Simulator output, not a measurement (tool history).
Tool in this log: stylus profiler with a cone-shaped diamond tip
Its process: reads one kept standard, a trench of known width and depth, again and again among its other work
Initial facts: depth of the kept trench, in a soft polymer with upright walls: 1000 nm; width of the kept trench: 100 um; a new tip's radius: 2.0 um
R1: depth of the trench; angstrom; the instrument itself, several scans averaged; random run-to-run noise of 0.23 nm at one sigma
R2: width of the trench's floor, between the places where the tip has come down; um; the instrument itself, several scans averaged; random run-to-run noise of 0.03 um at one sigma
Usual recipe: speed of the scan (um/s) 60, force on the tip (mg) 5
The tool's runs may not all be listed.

{"run": 1, "day": 0.0, "speed of the scan (um/s)": 60, "force on the tip (mg)": 5, "R1": 10224.9, "R2": 94.72}
{"run": 2, "day": 2.779, "speed of the scan (um/s)": 60, "force on the tip (mg)": 5, "R1": 10222.6, "R2": 94.63}
{"run": 3, "day": 7.621, "speed of the scan (um/s)": 60, "force on the tip (mg)": 5, "R1": 10226, "R2": 94.63}
{"run": 4, "day": 12.917, "speed of the scan (um/s)": 60, "force on the tip (mg)": 2.76, "R1": 10145, "R2": 94.47}
{"run": 5, "day": 15.538, "speed of the scan (um/s)": 60, "force on the tip (mg)": 2.76, "R1": 10146.3, "R2": 94.42}
{"run": 6, "day": 21.358, "speed of the scan (um/s)": 60, "force on the tip (mg)": 2.76, "R1": 10144.5, "R2": 94.34}
{"run": 7, "day": 24.779, "speed of the scan (um/s)": 173, "force on the tip (mg)": 5, "R1": 10218.4, "R2": 94.18}
{"run": 8, "day": 28.325, "speed of the scan (um/s)": 173, "force on the tip (mg)": 5, "R1": 10220.6, "R2": 94.17}
{"run": 9, "day": 33.508, "speed of the scan (um/s)": 173, "force on the tip (mg)": 5, "R1": 10211.7, "R2": 94.05}
{"run": 10, "day": 37.304, "speed of the scan (um/s)": 173, "force on the tip (mg)": 5, "R1": 10213.6, "R2": 94.04}
{"run": 11, "day": 42.738, "speed of the scan (um/s)": 173, "force on the tip (mg)": 5, "R1": 10215.9, "R2": 93.96}
{"run": 12, "day": 45.308, "speed of the scan (um/s)": 173, "force on the tip (mg)": 5, "R1": 10204.1, "R2": 94.01}
{"run": 13, "day": 49.029, "speed of the scan (um/s)": 60, "force on the tip (mg)": 5, "R1": 10204.8, "R2": 94.11}
{"run": 14, "day": 52.038, "speed of the scan (um/s)": 60, "force on the tip (mg)": 5, "R1": 10210.6, "R2": 94.11}
{"run": 15, "day": 56.15, "speed of the scan (um/s)": 60, "force on the tip (mg)": 5, "R1": 10208.4, "R2": 94.09}
{"day": 57.379, "done": "height scale calibrated on a step standard"}
{"run": 16, "day": 61.517, "speed of the scan (um/s)": 60, "force on the tip (mg)": 5, "R1": 10240.1, "R2": 93.98}
{"run": 17, "day": 64.271, "speed of the scan (um/s)": 60, "force on the tip (mg)": 5, "R1": 10239.2, "R2": 93.99}
{"run": 18, "day": 67.45, "speed of the scan (um/s)": 60, "force on the tip (mg)": 8.54, "R1": 10341.5, "R2": 93.91}
{"run": 19, "day": 72.592, "speed of the scan (um/s)": 60, "force on the tip (mg)": 7.93, "R1": 10323.3, "R2": 93.95}
{"run": 20, "day": 75.871, "speed of the scan (um/s)": 60, "force on the tip (mg)": 7.93, "R1": 10324.5, "R2": 93.9}
{"run": 21, "day": 79.246, "speed of the scan (um/s)": 25, "force on the tip (mg)": 1.86, "R1": 10111.6, "R2": 93.82}
{"day": 80.504, "done": "new tip fitted, height scale calibrated"}
{"run": 22, "day": 83.633, "speed of the scan (um/s)": 15, "force on the tip (mg)": 5, "R1": 10238.2, "R2": 96.52}
{"run": 23, "day": 88.35, "speed of the scan (um/s)": 75, "force on the tip (mg)": 3.3, "R1": 10178, "R2": 96.23}
{"run": 24, "day": 94.221, "speed of the scan (um/s)": 27, "force on the tip (mg)": 5, "R1": 10233.6, "R2": 96.28}
{"run": 25, "day": 98.492, "speed of the scan (um/s)": 45, "force on the tip (mg)": 5, "R1": 10230.8, "R2": 96.12}
{"run": 26, "day": 104.279, "speed of the scan (um/s)": 153, "force on the tip (mg)": 11.19, "R1": 10403.9, "R2": 95.94}
{"run": 27, "day": 108.967, "speed of the scan (um/s)": 17, "force on the tip (mg)": 2.66, "R1": 10142.4, "R2": 96.02}
{"run": 28, "day": 111.9, "speed of the scan (um/s)": 152, "force on the tip (mg)": 4.88, "R1": 10224.9, "R2": 95.73}
{"run": 29, "day": 114.825, "speed of the scan (um/s)": 84, "force on the tip (mg)": 12.91, "R1": 10437.6, "R2": 95.86}
{"run": 30, "day": 119.904, "speed of the scan (um/s)": 27, "force on the tip (mg)": 9.15, "R1": 10345.7, "R2": 95.85}
{"run": 31, "day": 124.458, "speed of the scan (um/s)": 100, "force on the tip (mg)": 3.03, "R1": 10154.7, "R2": 95.62}
{"run": 32, "day": 130.062, "speed of the scan (um/s)": 100, "force on the tip (mg)": 3.03, "R1": 10149.6, "R2": 95.52}
{"run": 33, "day": 133.862, "speed of the scan (um/s)": 113, "force on the tip (mg)": 6.7, "R1": 10269.5, "R2": 95.51}
{"run": 34, "day": 139.4, "speed of the scan (um/s)": 60, "force on the tip (mg)": 2.24, "R1": 10115.6, "R2": 95.4}
{"run": 35, "day": 142.388, "speed of the scan (um/s)": 60, "force on the tip (mg)": 2.24, "R1": 10112.1, "R2": 95.44}
{"run": 36, "day": 146.412, "speed of the scan (um/s)": 60, "force on the tip (mg)": 6.03, "R1": 10243.1, "R2": 95.43}
{"run": 37, "day": 149.738, "speed of the scan (um/s)": 60, "force on the tip (mg)": 6.03, "R1": 10240.7, "R2": 95.39}

3 options for the next run, each taken on its own from the tool as it stands now. Forecast them:
{"run": "A", "day": 154.767, "speed of the scan (um/s)": 96, "force on the tip (mg)": 5, "R1": "?", "R2": "?"}
{"run": "B", "day": 154.767, "speed of the scan (um/s)": 42, "force on the tip (mg)": 12.13, "R1": "?", "R2": "?"}
{"run": "C", "day": 154.767, "speed of the scan (um/s)": 60, "force on the tip (mg)": 1.96, "R1": "?", "R2": "?"}

run=A R1=10207.4 R2=95.18
run=B R1=10402.3 R2=95.36
run=C R1=10092.1 R2=95.24
Stripped of hidden state, with their random variation kept, the same runs would have yielded:
run=A R1=10239 R2=96.31
run=B R1=10434.5 R2=96.48
run=C R1=10123.3 R2=96.36

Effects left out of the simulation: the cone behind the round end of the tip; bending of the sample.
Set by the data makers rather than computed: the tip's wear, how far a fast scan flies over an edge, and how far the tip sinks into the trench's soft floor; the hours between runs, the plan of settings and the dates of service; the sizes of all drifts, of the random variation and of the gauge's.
